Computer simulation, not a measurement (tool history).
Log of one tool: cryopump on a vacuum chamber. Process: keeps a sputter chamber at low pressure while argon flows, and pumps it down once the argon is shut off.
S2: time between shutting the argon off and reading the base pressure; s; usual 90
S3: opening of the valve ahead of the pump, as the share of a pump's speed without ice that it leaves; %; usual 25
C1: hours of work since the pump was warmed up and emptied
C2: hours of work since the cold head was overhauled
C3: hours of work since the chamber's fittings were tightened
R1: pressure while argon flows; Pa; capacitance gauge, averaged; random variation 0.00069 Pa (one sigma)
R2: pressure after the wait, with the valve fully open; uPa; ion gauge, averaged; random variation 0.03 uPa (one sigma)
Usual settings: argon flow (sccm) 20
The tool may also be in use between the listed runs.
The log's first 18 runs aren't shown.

{"run": 19, "day": 51.962, "argon flow (sccm)": 20, "S2": 90, "S3": 25, "C1": 368, "C2": 2393, "C3": 2210, "R1": 0.1257, "R2": 1.96}
{"run": 20, "day": 56.154, "argon flow (sccm)": 13, "S2": 58, "S3": 20, "C1": 440, "C2": 2466, "C3": 2283, "R1": 0.1021, "R2": 2.6}
{"run": 21, "day": 59.567, "argon flow (sccm)": 33, "S2": 247, "S3": 42, "C1": 499, "C2": 2525, "C3": 2342, "R1": 0.135, "R2": 1.2}
{"run": 22, "day": 62.167, "argon flow (sccm)": 37, "S2": 145, "S3": 17, "C1": 544, "C2": 2570, "C3": 2387, "R1": 0.3452, "R2": 1.53}
{"run": 23, "day": 64.933, "argon flow (sccm)": 37, "S2": 145, "S3": 17, "C1": 592, "C2": 2618, "C3": 2435, "R1": 0.3487, "R2": 1.58}
{"run": 24, "day": 67.321, "argon flow (sccm)": 23, "S2": 118, "S3": 26, "C1": 633, "C2": 2659, "C3": 2476, "R1": 0.1494, "R2": 1.78}
{"day": 69.304, "done": "pump warmed up, emptied and cooled again"}
{"run": 25, "day": 69.7, "argon flow (sccm)": 23, "S2": 118, "S3": 26, "C1": 7, "C2": 2696, "C3": 2513, "R1": 0.1308, "R2": 1.51}
{"run": 26, "day": 71.708, "argon flow (sccm)": 23, "S2": 118, "S3": 26, "C1": 42, "C2": 2731, "C3": 2548, "R1": 0.1328, "R2": 1.56}
{"run": 27, "day": 75.558, "argon flow (sccm)": 19, "S2": 85, "S3": 25, "C1": 108, "C2": 2798, "C3": 2615, "R1": 0.115, "R2": 1.96}
{"run": 28, "day": 78.938, "argon flow (sccm)": 19, "S2": 85, "S3": 25, "C1": 167, "C2": 2856, "C3": 2673, "R1": 0.1175, "R2": 2.03}
{"run": 29, "day": 81.762, "argon flow (sccm)": 19, "S2": 85, "S3": 25, "C1": 215, "C2": 2905, "C3": 2722, "R1": 0.1172, "R2": 1.93}
{"run": 30, "day": 84.021, "argon flow (sccm)": 20, "S2": 119, "S3": 22, "C1": 254, "C2": 2944, "C3": 2761, "R1": 0.1396, "R2": 1.66}
{"run": 31, "day": 86.45, "argon flow (sccm)": 20, "S2": 34, "S3": 22, "C1": 296, "C2": 2986, "C3": 2803, "R1": 0.1412, "R2": 4.05}
{"run": 32, "day": 88.55, "argon flow (sccm)": 20, "S2": 34, "S3": 22, "C1": 333, "C2": 3022, "C3": 2839, "R1": 0.1418, "R2": 4.05}
{"run": 33, "day": 90.321, "argon flow (sccm)": 20, "S2": 288, "S3": 30, "C1": 363, "C2": 3053, "C3": 2870, "R1": 0.1063, "R2": 1.16}

4 ways to go on from here, each from the tool as it stands after run 33. What would each give?
{"run": "A", "day": 94.562, "argon flow (sccm)": 33, "S2": 58, "S3": 35, "C1": 437, "C2": 3126, "C3": 2943, "R1": "?", "R2": "?"}
{"run": "B", "day": 94.562, "argon flow (sccm)": 20, "S2": 288, "S3": 16, "C1": 437, "C2": 3126, "C3": 2943, "R1": "?", "R2": "?"}
{"run": "C", "day": 94.562, "argon flow (sccm)": 9, "S2": 22, "S3": 38, "C1": 437, "C2": 3126, "C3": 2943, "R1": "?", "R2": "?"}
{"run": "D", "day": 94.562, "argon flow (sccm)": 24, "S2": 146, "S3": 41, "C1": 437, "C2": 3126, "C3": 2943, "R1": "?", "R2": "?"}

run=A R1=0.1543 R2=2.80
run=B R1=0.1946 R2=1.24
run=C R1=0.0389 R2=5.79
run=D R1=0.0974 R2=1.58
Without the tool's hidden state the same runs would have given:
run=A R1=0.1395 R2=2.23
run=B R1=0.1855 R2=0.67
run=C R1=0.0349 R2=5.24
run=D R1=0.0866 R2=1.02
